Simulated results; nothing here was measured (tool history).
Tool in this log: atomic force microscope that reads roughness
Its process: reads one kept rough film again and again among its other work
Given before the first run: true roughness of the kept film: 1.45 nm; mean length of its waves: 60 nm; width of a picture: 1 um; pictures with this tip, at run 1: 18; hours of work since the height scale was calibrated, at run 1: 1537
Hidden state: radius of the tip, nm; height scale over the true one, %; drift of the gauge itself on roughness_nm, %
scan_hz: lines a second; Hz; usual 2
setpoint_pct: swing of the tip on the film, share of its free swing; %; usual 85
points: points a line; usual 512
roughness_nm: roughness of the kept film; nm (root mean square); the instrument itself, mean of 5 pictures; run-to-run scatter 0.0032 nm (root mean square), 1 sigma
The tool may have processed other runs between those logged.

| run | hour | scan_hz | setpoint_pct | points | pictures with this tip | hours of work since the height scale was calibrated | roughness_nm |
|---|---|---|---|---|---|---|---|
| 1 | 0 | 2 | 85 | 512 | 18 | 1537 | 1.333 |
| 2 | 39.2 | 2 | 85 | 512 | 105 | 1566 | 1.321 |
| 3 | 73.8 | 1.74 | 85 | 512 | 182 | 1591 | 1.316 |
|  | 95.3 | new tip fitted |
| 4 | 132.8 | 2 | 85 | 291 | 83 | 1634 | 1.316 |
| 5 | 179.7 | 2 | 85 | 291 | 187 | 1669 | 1.305 |
|  | 199 | new tip fitted |
| 6 | 236.3 | 2 | 85 | 291 | 82 | 1710 | 1.316 |
| 7 | 273.2 | 2 | 85 | 291 | 164 | 1737 | 1.305 |
|  | 302.8 | new tip fitted |
| 8 | 328.2 | 2 | 85 | 450 | 57 | 1777 | 1.322 |
| 9 | 388 | 2 | 85 | 394 | 189 | 1821 | 1.302 |
|  | 405.8 | new tip fitted |
| 10 | 413.8 | 1.41 | 85 | 512 | 18 | 1840 | 1.372 |
|  | 434.1 | height scale calibrated on a step standard |
| 11 | 472.2 | 1.68 | 85 | 512 | 145 | 28 | 1.345 |
| 12 | 501.4 | 1.68 | 85 | 512 | 210 | 50 | 1.341 |
|  | 508.3 | new tip fitted |
| 13 | 563.8 | 1.68 | 85 | 512 | 123 | 95 | 1.349 |
|  | 612 | new tip fitted |
| 14 | 625.5 | 1.68 | 85 | 512 | 30 | 140 | 1.372 |
| 15 | 664.9 | 2 | 85 | 512 | 117 | 169 | 1.335 |
|  | 715.4 | new tip fitted |
| 16 | 720.7 | 0.64 | 85 | 512 | 12 | 210 | 1.444 |
|  | 757.5 | height scale calibrated on a step standard, once more |
| 17 | 776.8 | 0.77 | 85 | 512 | 134 | 14 | 1.35 |
| 18 | 805.8 | 0.77 | 85 | 512 | 198 | 36 | 1.345 |
|  | 822.4 | new tip fitted |
| 19 | 844.4 | 0.77 | 85 | 512 | 49 | 64 | 1.373 |
| 20 | 891.4 | 0.77 | 85 | 328 | 153 | 98 | 1.35 |
|  | 926 | new tip fitted |
| 21 | 937.9 | 1.14 | 85 | 512 | 26 | 132 | 1.351 |
| 22 | 996.8 | 2 | 85 | 875 | 157 | 175 | 1.287 |
|  | 1027.7 | new tip fitted |
| 23 | 1031.5 | 2 | 63 | 512 | 9 | 200 | 1.398 |
| 24 | 1091 | 2 | 63 | 512 | 140 | 244 | 1.371 |
|  | 1133 | new tip fitted |
| 25 | 1139.5 | 2 | 63 | 512 | 15 | 280 | 1.393 |
| 26 | 1186.2 | 2 | 63 | 512 | 118 | 314 | 1.375 |
|  | 1238.2 | new tip fitted |
| 27 | 1239.7 | 0.92 | 60 | 653 | 3 | 353 | 1.421 |
| 28 | 1286.3 | 1.11 | 74 | 737 | 106 | 387 | 1.376 |
| 29 | 1314.6 | 2.26 | 71 | 731 | 169 | 408 | 1.337 |
|  | 1340.2 | new tip fitted |
| 30 | 1365.1 | 1.65 | 85 | 903 | 55 | 445 | 1.325 |
| 31 | 1411.5 | 1.65 | 85 | 903 | 158 | 479 | 1.302 |
|  | 1442.4 | new tip fitted |
| 32 | 1458.3 | 2 | 62 | 512 | 35 | 513 | 1.396 |
| 33 | 1502.2 | 0.65 | 85 | 323 | 132 | 545 | 1.374 |
|  | 1544.8 | new tip fitted |
| 34 | 1559.1 | 3.85 | 58 | 648 | 31 | 587 | 1.381 |
| 35 | 1596.8 | 2 | 68 | 595 | 115 | 614 | 1.36 |
| 36 | 1642.7 | 2 | 69 | 372 | 216 | 648 | 1.344 |
|  | 1647.2 | new tip fitted |
| 37 | 1677.5 | 2 | 69 | 372 | 67 | 673 | 1.376 |
| 38 | 1734.3 | 0.87 | 55 | 372 | 193 | 715 | 1.393 |
|  | 1750.9 | new tip fitted |
| 39 | 1772.5 | 3.67 | 65 | 420 | 47 | 743 | 1.349 |
| 40 | 1820.7 | 3.67 | 65 | 420 | 154 | 778 | 1.329 |
| 41 | 1846.3 | 3.67 | 65 | 420 | 211 | 797 | 1.323 |
|  | 1853 | new tip fitted |
| 42 | 1880.8 | 3.67 | 83 | 351 | 61 | 822 | 1.233 |
| 43 | 1932 | 3.67 | 65 | 583 | 175 | 860 | 1.331 |
|  | 1956.9 | new tip fitted |
| 44 | 1992.5 | 3.67 | 65 | 583 | 78 | 904 | 1.353 |
| 45 | 2020.3 | 3.67 | 85 | 583 | 140 | 924 | 1.204 |
| 46 | 2050.7 | 2 | 88 | 315 | 207 | 947 | 1.26 |
|  | 2060.8 | new tip fitted |
| 47 | 2096 | 1.74 | 65 | 724 | 77 | 980 | 1.403 |
| 48 | 2146.7 | 1.74 | 65 | 724 | 190 | 1017 | 1.376 |
|  | 2163.3 | new tip fitted |
| 49 | 2208.8 | 2.27 | 85 | 491 | 101 | 1062 | 1.287 |
| 50 | 2263.2 | 1.91 | 66 | 561 | 221 | 1102 | 1.362 |
|  | 2268.3 | new tip fitted |
| 51 | 2304.7 | 1.91 | 66 | 561 | 80 | 1133 | 1.389 |

Below are 3 alternative next runs, each starting from the tool's condition after run 51. Predict each:
| A | 2330.2 | 1.91 | 68 | 987 | 137 | 1151 | ? |
| B | 2330.2 | 1.03 | 66 | 960 | 137 | 1151 | ? |
| C | 2330.2 | 1.36 | 56 | 561 | 137 | 1151 | ? |

| run | roughness_nm |
|---|---|
| A | 1.381 |
| B | 1.398 |
| C | 1.407 |
Stripped of hidden state, with their random variation kept, the same runs would have yielded:
| run | roughness_nm |
|---|---|
| A | 1.387 |
| B | 1.404 |
| C | 1.413 |
